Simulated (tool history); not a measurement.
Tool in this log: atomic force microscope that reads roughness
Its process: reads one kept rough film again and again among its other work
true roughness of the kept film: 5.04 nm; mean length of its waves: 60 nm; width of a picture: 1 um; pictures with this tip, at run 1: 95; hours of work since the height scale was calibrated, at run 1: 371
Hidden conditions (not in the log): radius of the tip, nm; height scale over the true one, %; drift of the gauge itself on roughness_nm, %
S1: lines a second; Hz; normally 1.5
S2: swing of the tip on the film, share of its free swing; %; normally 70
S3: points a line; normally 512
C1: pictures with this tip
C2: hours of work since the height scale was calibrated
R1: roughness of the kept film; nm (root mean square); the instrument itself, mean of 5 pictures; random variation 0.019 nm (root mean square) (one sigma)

Run 1, hour 0: usual settings; C1 95; C2 371. Result: R1 4.33 nm (root mean square).
Run 2, hour 22.4: usual settings; C1 124; C2 382. Result: R1 4.235 nm (root mean square).
Run 3, hour 45.8: usual settings; C1 154; C2 394. Result: R1 4.207 nm (root mean square).
At hour 60.8: new tip fitted.
Run 4, hour 88.3: usual settings; C1 35; C2 416. Result: R1 4.467 nm (root mean square).
Run 5, hour 118.4: usual settings but S3 681; C1 74; C2 431. Result: R1 4.385 nm (root mean square).
Run 6, hour 145.1: usual settings but S3 681; C1 108; C2 444. Result: R1 4.27 nm (root mean square).
Run 7, hour 174.9: usual settings but S3 681; C1 147; C2 460. Result: R1 4.146 nm (root mean square).
At hour 196: new tip fitted.
Run 8, hour 217.7: usual settings but S3 681; C1 28; C2 481. Result: R1 4.517 nm (root mean square).
Run 9, hour 243.5: usual settings but S3 681; C1 62; C2 494. Result: R1 4.407 nm (root mean square).
Run 10, hour 269.1: usual settings; C1 95; C2 507. Result: R1 4.303 nm (root mean square).
Run 11, hour 289.8: usual settings; C1 121; C2 518. Result: R1 4.18 nm (root mean square).
At hour 329.7: new tip fitted.
Run 12, hour 329.7: usual settings but S2 78 %; C1 0; C2 538. Result: R1 4.47 nm (root mean square).
Run 13, hour 367.5: usual settings but S1 0.77 Hz, S3 388; C1 49; C2 557. Result: R1 4.583 nm (root mean square).
Run 14, hour 396.1: usual settings but S1 0.75 Hz, S2 72 %, S3 543; C1 86; C2 572. Result: R1 4.448 nm (root mean square).
Run 15, hour 431.1: usual settings but S1 0.75 Hz, S2 72 %, S3 543; C1 131; C2 589. Result: R1 4.355 nm (root mean square).
Run 16, hour 457.3: usual settings but S1 0.75 Hz, S2 72 %, S3 543; C1 164; C2 603. Result: R1 4.256 nm (root mean square).
At hour 464.2: new tip fitted.
Run 17, hour 489.2: usual settings but S1 1.89 Hz, S2 85 %, S3 277; C1 32; C2 619. Result: R1 4.086 nm (root mean square).
Run 18, hour 527.3: usual settings but S1 3.09 Hz, S2 85 %, S3 360; C1 81; C2 638. Result: R1 3.574 nm (root mean square).

What will run 19 give?
Run 19, hour 567.9: usual settings but S1 3.85 Hz, S3 263; C1 133; C2 659. Result: R1 ?.

{"run 19": {"R1": 3.824}}
Were there no unlogged condition in the tool, this run, its random variation unchanged, would have produced R1 4.129 nm (root mean square).
